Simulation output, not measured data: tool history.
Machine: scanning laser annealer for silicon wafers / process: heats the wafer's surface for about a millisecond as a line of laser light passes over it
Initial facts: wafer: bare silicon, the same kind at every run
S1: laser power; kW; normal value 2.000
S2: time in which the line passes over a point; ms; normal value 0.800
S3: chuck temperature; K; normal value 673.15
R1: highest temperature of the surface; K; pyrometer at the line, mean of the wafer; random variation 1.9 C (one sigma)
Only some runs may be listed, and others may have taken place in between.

run 1 hour=0.0 | S1=2.000 S2=0.800 S3=673.15 | R1=1439.15
run 2 hour=28.8 | S1=2.000 S2=0.800 S3=673.15 | R1=1444.15
run 3 hour=69.1 | S1=2.000 S2=0.800 S3=637.15 | R1=1402.15
run 4 hour=104.4 | S1=2.000 S2=0.800 S3=637.15 | R1=1402.15
run 5 hour=142.9 | S1=2.000 S2=0.800 S3=635.15 | R1=1395.15
run 6 hour=187.9 | S1=2.000 S2=0.800 S3=635.15 | R1=1398.15
run 7 hour=234.8 | S1=2.000 S2=0.800 S3=635.15 | R1=1399.15
run 8 hour=276.1 | S1=2.000 S2=0.800 S3=700.15 | R1=1461.15
run 9 hour=297.7 | S1=2.000 S2=0.800 S3=700.15 | R1=1460.15
run 10 hour=327.4 | S1=2.000 S2=0.800 S3=673.15 | R1=1434.15
run 11 hour=369.4 | S1=2.000 S2=0.800 S3=673.15 | R1=1433.15
run 12 hour=398.7 | S1=2.004 S2=0.800 S3=673.15 | R1=1430.15
run 13 hour=436.1 | S1=2.004 S2=0.800 S3=673.15 | R1=1434.15
run 14 hour=461.0 | S1=2.004 S2=0.800 S3=673.15 | R1=1428.15
run 15 hour=493.4 | S1=1.873 S2=0.602 S3=647.15 | R1=1253.15
run 16 hour=524.1 | S1=1.873 S2=0.952 S3=645.15 | R1=1420.15
run 17 hour=545.8 | S1=2.176 S2=0.952 S3=713.15 | R1=1617.15
run 18 hour=566.6 | S1=2.176 S2=0.952 S3=713.15 | R1=1611.15
run 19 hour=607.9 | S1=2.038 S2=0.960 S3=693.15 | R1=1543.15
run 20 hour=643.7 | S1=2.133 S2=0.850 S3=633.15 | R1=1460.15
run 21 hour=686.7 | S1=1.793 S2=0.567 S3=633.15 | R1=1191.15
run 22 hour=707.4 | S1=1.793 S2=0.567 S3=633.15 | R1=1190.15
run 23 hour=735.1 | S1=1.835 S2=0.567 S3=633.15 | R1=1200.15
run 24 hour=762.4 | S1=1.835 S2=0.567 S3=633.15 | R1=1203.15
run 25 hour=794.3 | S1=2.013 S2=0.800 S3=639.15 | R1=1394.15

Below are 4 alternative next runs, each starting from the tool's condition after run 25. Predict each:
run A hour=835.8 | S1=1.906 S2=0.800 S3=639.15 | R1=?
run B hour=835.8 | S1=2.000 S2=0.800 S3=671.15 | R1=?
run C hour=835.8 | S1=1.827 S2=0.795 S3=671.15 | R1=?
run D hour=835.8 | S1=1.941 S2=0.994 S3=686.15 | R1=?

run=A R1=1348.15
run=B R1=1419.15
run=C R1=1352.15
run=D R1=1505.15
Had the tool no hidden state, the same runs would have come out as:
run=A R1=1378.15
run=B R1=1451.15
run=C R1=1381.15
run=D R1=1540.15
